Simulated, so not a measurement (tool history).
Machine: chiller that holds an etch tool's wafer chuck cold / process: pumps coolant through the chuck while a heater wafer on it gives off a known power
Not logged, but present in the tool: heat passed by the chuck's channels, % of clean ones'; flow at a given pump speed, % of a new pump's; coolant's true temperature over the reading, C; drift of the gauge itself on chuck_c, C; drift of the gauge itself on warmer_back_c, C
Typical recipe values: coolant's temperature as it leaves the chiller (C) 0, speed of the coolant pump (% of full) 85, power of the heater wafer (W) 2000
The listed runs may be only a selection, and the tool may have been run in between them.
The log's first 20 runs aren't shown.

run,hour,coolant's temperature as it leaves the chiller (C),speed of the coolant pump (% of full),power of the heater wafer (W),hours since the coolant was changed and the channels were flushed,hours since the pump was overhauled,hours since the chiller's thermometer was calibrated,chuck's temperature once it has settled (C),how much warmer the coolant comes back (C)
# hour 614.7: chiller's thermometer calibrated, once more
21,633.1,2,79,2000,1102,3087,18,23.6,7.22
22,675.3,2,79,2000,1145,3130,61,23.7,7.23
23,708.5,1,85,2266,1178,3163,94,24.1,7.64
24,745.7,-5,85,1490,1215,3200,131,10.3,5.06
25,782.4,7,68,1490,1252,3237,168,25.4,6.33
26,802.3,0,85,2536,1272,3256,188,26.1,8.63
27,835.1,0,85,2536,1304,3289,220,25.9,8.63
28,874.6,-5,64,2008,1344,3329,260,21.6,9.07
29,894.9,0,69,2000,1364,3349,280,24.8,8.32
30,935.7,1,63,1025,1405,3390,321,14.7,4.69
31,973.7,1,63,1025,1443,3428,359,14.7,4.65

5 ways to go on from here, each from the tool as it stands after run 31. What would each give?
A,992.3,0,85,1680,1462,3446,378,?,?
B,992.3,-9,69,2158,1462,3446,378,?,?
C,992.3,-1,63,1025,1462,3446,378,?,?
D,992.3,9,75,1025,1462,3446,378,?,?
E,992.3,1,71,2846,1462,3446,378,?,?

run,chuck's temperature once it has settled (C),how much warmer the coolant comes back (C)
A,17.4,5.74
B,17.7,9.02
C,12.7,4.65
D,20.7,3.97
E,35.6,11.62
Take away the tool's hidden state, keep each run's random variation, and the runs would have read:
run,chuck's temperature once it has settled (C),how much warmer the coolant comes back (C)
A,15.7,5.28
B,15,8.3
C,11.3,4.28
D,19.6,3.65
E,32.1,10.7
